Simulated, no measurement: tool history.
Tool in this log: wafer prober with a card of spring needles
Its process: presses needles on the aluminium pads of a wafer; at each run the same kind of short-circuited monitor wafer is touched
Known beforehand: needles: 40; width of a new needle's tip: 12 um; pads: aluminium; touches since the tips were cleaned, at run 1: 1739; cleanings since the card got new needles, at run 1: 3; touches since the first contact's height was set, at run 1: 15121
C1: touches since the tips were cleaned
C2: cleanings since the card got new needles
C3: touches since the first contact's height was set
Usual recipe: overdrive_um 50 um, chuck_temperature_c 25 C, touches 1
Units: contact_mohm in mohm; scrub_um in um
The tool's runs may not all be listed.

run 1 day=0 | overdrive_um=50 chuck_temperature_c=25 touches=1 | C1=1739 C2=3 C3=15121 | contact_mohm=193 scrub_um=9.27
-- day=0.488 tips cleaned on abrasive film
-- day=1.358 tips cleaned on abrasive film
-- day=2.117 tips cleaned on abrasive film
run 2 day=2.75 | overdrive_um=50 chuck_temperature_c=25 touches=1 | C1=3237 C2=6 C3=29161 | contact_mohm=222 scrub_um=9.1
-- day=2.938 tips cleaned on abrasive film
-- day=3.775 tips cleaned on abrasive film
-- day=4.617 tips cleaned on abrasive film
run 3 day=5.317 | overdrive_um=50 chuck_temperature_c=25 touches=1 | C1=3596 C2=9 C3=42284 | contact_mohm=232 scrub_um=9.25
-- day=5.508 tips cleaned on abrasive film
-- day=6.333 tips cleaned on abrasive film
-- day=7.154 tips cleaned on abrasive film
-- day=7.904 tips cleaned on abrasive film
run 4 day=7.904 | overdrive_um=50 chuck_temperature_c=25 touches=1 | C1=0 C2=13 C3=55461 | contact_mohm=166 scrub_um=9.22
-- day=8.771 tips cleaned on abrasive film
run 5 day=9.467 | overdrive_um=50 chuck_temperature_c=25 touches=1 | C1=3580 C2=14 C3=63468 | contact_mohm=234 scrub_um=9.27
-- day=9.658 tips cleaned on abrasive film
-- day=10.5 tips cleaned on abrasive film
run 6 day=10.788 | overdrive_um=50 chuck_temperature_c=25 touches=2 | C1=1474 C2=16 C3=70198 | contact_mohm=181 scrub_um=9.26
-- day=11.338 tips cleaned on abrasive film
-- day=12.167 tips cleaned on abrasive film
-- day=13.079 tips cleaned on abrasive film
run 7 day=13.429 | overdrive_um=50 chuck_temperature_c=25 touches=2 | C1=1778 C2=19 C3=83687 | contact_mohm=182 scrub_um=9.03
-- day=13.904 tips cleaned on abrasive film
-- day=14.775 tips cleaned on abrasive film
run 8 day=15.283 | overdrive_um=50 chuck_temperature_c=25 touches=1 | C1=2612 C2=21 C3=93171 | contact_mohm=224 scrub_um=8.99
-- day=15.592 tips cleaned on abrasive film
-- day=16.5 tips cleaned on abrasive film
run 9 day=16.667 | overdrive_um=50 chuck_temperature_c=25 touches=1 | C1=849 C2=23 C3=100229 | contact_mohm=186 scrub_um=8.92
-- day=17.408 tips cleaned on abrasive film
-- day=18.325 tips cleaned on abrasive film
-- day=19.183 tips cleaned on abrasive film
run 10 day=19.225 | overdrive_um=50 chuck_temperature_c=25 touches=1 | C1=211 C2=26 C3=113293 | contact_mohm=172 scrub_um=8.9
-- day=19.958 tips cleaned on abrasive film
-- day=20.742 tips cleaned on abrasive film
-- day=21.633 tips cleaned on abrasive film
run 11 day=21.929 | overdrive_um=50 chuck_temperature_c=92 touches=1 | C1=1521 C2=29 C3=127104 | contact_mohm=206 scrub_um=8.91
-- day=22.433 tips cleaned on abrasive film
-- day=23.217 tips cleaned on abrasive film
-- day=24.038 tips cleaned on abrasive film
run 12 day=24.508 | overdrive_um=50 chuck_temperature_c=92 touches=1 | C1=2417 C2=32 C3=140275 | contact_mohm=230 scrub_um=8.89
-- day=24.879 tips cleaned on abrasive film
-- day=25.754 tips cleaned on abrasive film
run 13 day=26.217 | overdrive_um=50 chuck_temperature_c=42 touches=1 | C1=2368 C2=34 C3=148997 | contact_mohm=220 scrub_um=8.95
-- day=26.588 tips cleaned on abrasive film
-- day=27.333 tips cleaned on abrasive film
-- day=28.142 tips cleaned on abrasive film
run 14 day=28.467 | overdrive_um=50 chuck_temperature_c=42 touches=1 | C1=1667 C2=37 C3=160487 | contact_mohm=210 scrub_um=8.9
-- day=28.904 tips cleaned on abrasive film
-- day=29.646 tips cleaned on abrasive film
-- day=30.5 tips cleaned on abrasive film
run 15 day=30.683 | overdrive_um=47 chuck_temperature_c=42 touches=2 | C1=961 C2=40 C3=171806 | contact_mohm=185 scrub_um=8.33
-- day=31.404 tips cleaned on abrasive film
run 16 day=31.962 | overdrive_um=47 chuck_temperature_c=79 touches=2 | C1=2867 C2=41 C3=178331 | contact_mohm=209 scrub_um=8.27
-- day=32.15 tips cleaned on abrasive film
-- day=33.05 tips cleaned on abrasive film
run 17 day=33.283 | overdrive_um=47 chuck_temperature_c=31 touches=1 | C1=1204 C2=43 C3=185083 | contact_mohm=214 scrub_um=8.21
-- day=33.8 tips cleaned on abrasive film
-- day=34.675 tips cleaned on abrasive film
-- day=35.596 tips cleaned on abrasive film
run 18 day=35.712 | overdrive_um=61 chuck_temperature_c=59 touches=1 | C1=600 C2=46 C3=197472 | contact_mohm=179 scrub_um=10.71
-- day=36.379 tips cleaned on abrasive film
-- day=37.229 tips cleaned on abrasive film
-- day=38.083 tips cleaned on abrasive film
run 19 day=38.154 | overdrive_um=51 chuck_temperature_c=38 touches=2 | C1=373 C2=49 C3=209947 | contact_mohm=168 scrub_um=8.95
-- day=38.846 tips cleaned on abrasive film
-- day=39.65 tips cleaned on abrasive film
run 20 day=39.988 | overdrive_um=64 chuck_temperature_c=25 touches=1 | C1=1736 C2=51 C3=219309 | contact_mohm=188 scrub_um=11.37
-- day=40.533 tips cleaned on abrasive film
-- day=41.362 tips cleaned on abrasive film
run 21 day=41.475 | overdrive_um=38 chuck_temperature_c=33 touches=1 | C1=581 C2=53 C3=226905 | contact_mohm=196 scrub_um=6.46
-- day=42.217 tips cleaned on abrasive film
-- day=43.017 tips cleaned on abrasive film
run 22 day=43.246 | overdrive_um=38 chuck_temperature_c=33 touches=1 | C1=1187 C2=55 C3=235951 | contact_mohm=234 scrub_um=6.28
-- day=43.783 tips cleaned on abrasive film
-- day=43.796 height of the first contact set anew
-- day=44.642 tips cleaned on abrasive film
run 23 day=44.858 | overdrive_um=38 chuck_temperature_c=33 touches=1 | C1=1120 C2=57 C3=5444 | contact_mohm=227 scrub_um=7.05
-- day=45.4 tips cleaned on abrasive film
-- day=46.225 tips cleaned on abrasive film
-- day=46.975 tips cleaned on abrasive film
run 24 day=46.975 | overdrive_um=65 chuck_temperature_c=33 touches=2 | C1=0 C2=60 C3=16230 | contact_mohm=156 scrub_um=11.95
-- day=47.858 tips cleaned on abrasive film
run 25 day=48.288 | overdrive_um=65 chuck_temperature_c=33 touches=2 | C1=2193 C2=61 C3=22939 | contact_mohm=176 scrub_um=11.87
-- day=48.692 tips cleaned on abrasive film
-- day=49.479 tips cleaned on abrasive film
-- day=50.308 tips cleaned on abrasive film
run 26 day=50.771 | overdrive_um=50 chuck_temperature_c=91 touches=2 | C1=2374 C2=64 C3=35623 | contact_mohm=201 scrub_um=9.29
-- day=51.083 tips cleaned on abrasive film
-- day=51.933 tips cleaned on abrasive film
run 27 day=52.658 | overdrive_um=50 chuck_temperature_c=60 touches=2 | C1=3728 C2=66 C3=45277 | contact_mohm=213 scrub_um=9.18

Forecast each of these 3 alternatives for the next run:
-- day=52.796 tips cleaned on abrasive film
-- day=53.646 tips cleaned on abrasive film
-- day=54.396 tips cleaned on abrasive film
run A day=54.421 | overdrive_um=37 chuck_temperature_c=61 touches=1 | C1=112 C2=69 C3=54242 | contact_mohm=? scrub_um=?
-- day=52.796 tips cleaned on abrasive film
-- day=53.646 tips cleaned on abrasive film
-- day=54.396 tips cleaned on abrasive film
run B day=54.421 | overdrive_um=50 chuck_temperature_c=63 touches=1 | C1=112 C2=69 C3=54242 | contact_mohm=? scrub_um=?
-- day=52.796 tips cleaned on abrasive film
-- day=53.646 tips cleaned on abrasive film
-- day=54.396 tips cleaned on abrasive film
run C day=54.421 | overdrive_um=50 chuck_temperature_c=51 touches=2 | C1=112 C2=69 C3=54242 | contact_mohm=? scrub_um=?

run=A contact_mohm=183 scrub_um=6.61
run=B contact_mohm=171 scrub_um=9.13
run=C contact_mohm=166 scrub_um=9.11
With the hidden condition removed and each run's random variation left untouched, the same runs would have given:
run=A contact_mohm=163 scrub_um=6.76
run=B contact_mohm=159 scrub_um=9.28
run=C contact_mohm=158 scrub_um=9.27
